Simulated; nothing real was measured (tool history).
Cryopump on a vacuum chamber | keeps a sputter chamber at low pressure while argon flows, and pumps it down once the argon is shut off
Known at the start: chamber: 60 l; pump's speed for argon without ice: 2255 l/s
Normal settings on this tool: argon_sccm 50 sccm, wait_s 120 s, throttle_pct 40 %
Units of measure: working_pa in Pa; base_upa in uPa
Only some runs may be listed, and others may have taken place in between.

run     day  argon_sccm  wait_s  throttle_pct  working_pa  base_upa
  1       0          50     120            40       0.095      0.65
  2   0.396          50     120            40      0.0951      0.75
  3   0.771          50     120            40      0.0957      0.73
  4   1.696          50     120            40       0.095      0.73
  5   2.083          50     120            40      0.0956      0.74
  6   2.692          50     120            40      0.0954      0.77
  7   3.242          68     120            40      0.1321      0.79
  8    4.15          50     120            37      0.1021      0.81
  9   4.638          50     120            37      0.1033      0.76
 10   5.183          31     120            40      0.0602      0.81
 11   5.962          89     120            40      0.1696      0.83
 12   6.625          89     120            40      0.1708      0.84
 13   7.312          89     120            40      0.1724      0.84
 14   7.758          50     120            40      0.0966      0.84
 15   8.429          50     120            40      0.0955      0.87
 16   9.104          50     120            40      0.0964      0.87
 17     9.5          50     120            40      0.0956      0.89
 18   9.883          50      40            40      0.0973      1.49
 19  10.683          50     127            48      0.0813      0.87
 20  11.529          66      21            40      0.1272      2.34
 21  12.196          66      21            40      0.1272      2.25
 22  12.796          50     120            27      0.1412      0.97
 23  13.333          50     120            27      0.1413      0.96
 24  14.133          44      65            19      0.1766      1.24
 25  14.542          50      36            40      0.0962      1.72
 26  15.025          39      28            18      0.1652       1.9
 27  15.775          39      28            18      0.1641      1.99
 28  16.546          39      28            18      0.1649      2.04
 29  17.121          65      99            26      0.1915      1.13
 30  17.554          65      99            26      0.1906      1.11
 31  17.929          29     121            26      0.0855      1.02
 32  18.483          45      29            26       0.132      1.96
 33  19.188          29      29            44      0.0512         2
 34  19.933          29      29            44      0.0508         2

Forecast each of these 4 alternatives for the next run:
  A  20.854          50      33            19           ?         ?
  B  20.854          50     120            17           ?         ?
  C  20.854          71      24            38           ?         ?
  D  20.854          31      88            23           ?         ?

run  working_pa  base_upa
  A      0.2021      2.02
  B      0.2242      1.12
  C      0.1452      2.35
  D      0.1044      1.21
What these runs would have given with no unlogged condition in the tool:
run  working_pa  base_upa
  A      0.1984       1.3
  B      0.2205      0.42
  C      0.1399      1.64
  D      0.1021      0.52
